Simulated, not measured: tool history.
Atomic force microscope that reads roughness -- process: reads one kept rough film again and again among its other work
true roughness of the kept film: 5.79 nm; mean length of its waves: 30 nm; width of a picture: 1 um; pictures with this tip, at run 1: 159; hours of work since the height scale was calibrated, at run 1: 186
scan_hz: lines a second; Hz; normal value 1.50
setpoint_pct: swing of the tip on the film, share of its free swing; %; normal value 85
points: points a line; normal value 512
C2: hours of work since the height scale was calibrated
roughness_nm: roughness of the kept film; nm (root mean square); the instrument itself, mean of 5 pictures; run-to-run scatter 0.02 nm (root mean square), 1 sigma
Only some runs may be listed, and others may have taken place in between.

Run 1, day 0.000: usual settings; pictures with this tip 159; C2 186. Result: roughness_nm 4.795 nm (root mean square).
Run 2, day 0.842: usual settings; pictures with this tip 178; C2 198. Result: roughness_nm 4.809 nm (root mean square).
Run 3, day 1.650: usual settings but points 719; pictures with this tip 196; C2 210. Result: roughness_nm 4.853 nm (root mean square).
Run 4, day 2.229: usual settings; pictures with this tip 209; C2 218. Result: roughness_nm 4.829 nm (root mean square).
Run 5, day 3.133: usual settings; pictures with this tip 229; C2 231. Result: roughness_nm 4.770 nm (root mean square).
Run 6, day 3.717: usual settings but setpoint_pct 84 %; pictures with this tip 243; C2 239. Result: roughness_nm 4.832 nm (root mean square).
Run 7, day 4.308: usual settings; pictures with this tip 256; C2 247. Result: roughness_nm 4.801 nm (root mean square).
Run 8, day 4.950: usual settings; pictures with this tip 270; C2 256. Result: roughness_nm 4.774 nm (root mean square).
Run 9, day 5.846: usual settings; pictures with this tip 291; C2 269. Result: roughness_nm 4.835 nm (root mean square).
Run 10, day 6.750: usual settings; pictures with this tip 311; C2 282. Result: roughness_nm 4.813 nm (root mean square).
Run 11, day 7.483: usual settings but scan_hz 1.14 Hz, setpoint_pct 70 %, points 899; pictures with this tip 328; C2 292. Result: roughness_nm 4.958 nm (root mean square).
Run 12, day 8.367: usual settings but scan_hz 2.83 Hz, setpoint_pct 83 %, points 335; pictures with this tip 348; C2 305. Result: roughness_nm 4.584 nm (root mean square).
Run 13, day 9.300: usual settings but scan_hz 3.00 Hz, setpoint_pct 64 %, points 497; pictures with this tip 369; C2 318. Result: roughness_nm 4.866 nm (root mean square).
Run 14, day 9.792: usual settings but scan_hz 3.00 Hz, setpoint_pct 64 %, points 497; pictures with this tip 380; C2 325. Result: roughness_nm 4.894 nm (root mean square).
Run 15, day 10.425: usual settings but scan_hz 3.00 Hz, setpoint_pct 64 %, points 497; pictures with this tip 394; C2 334. Result: roughness_nm 4.918 nm (root mean square).
At day 10.646: new tip fitted.
Run 16, day 10.912: usual settings but scan_hz 3.00 Hz, setpoint_pct 64 %, points 497; pictures with this tip 7; C2 341. Result: roughness_nm 4.912 nm (root mean square).
Run 17, day 11.892: usual settings but scan_hz 3.00 Hz, setpoint_pct 64 %, points 497; pictures with this tip 29; C2 355. Result: roughness_nm 4.977 nm (root mean square).

Entry by entry between the runs, the difference in hidden state between the last listed run before and the first listed run after:
Run 15 -> run 16: new tip fitted (day 10.646)
  radius of the tip, nm: 5.1 -> 5
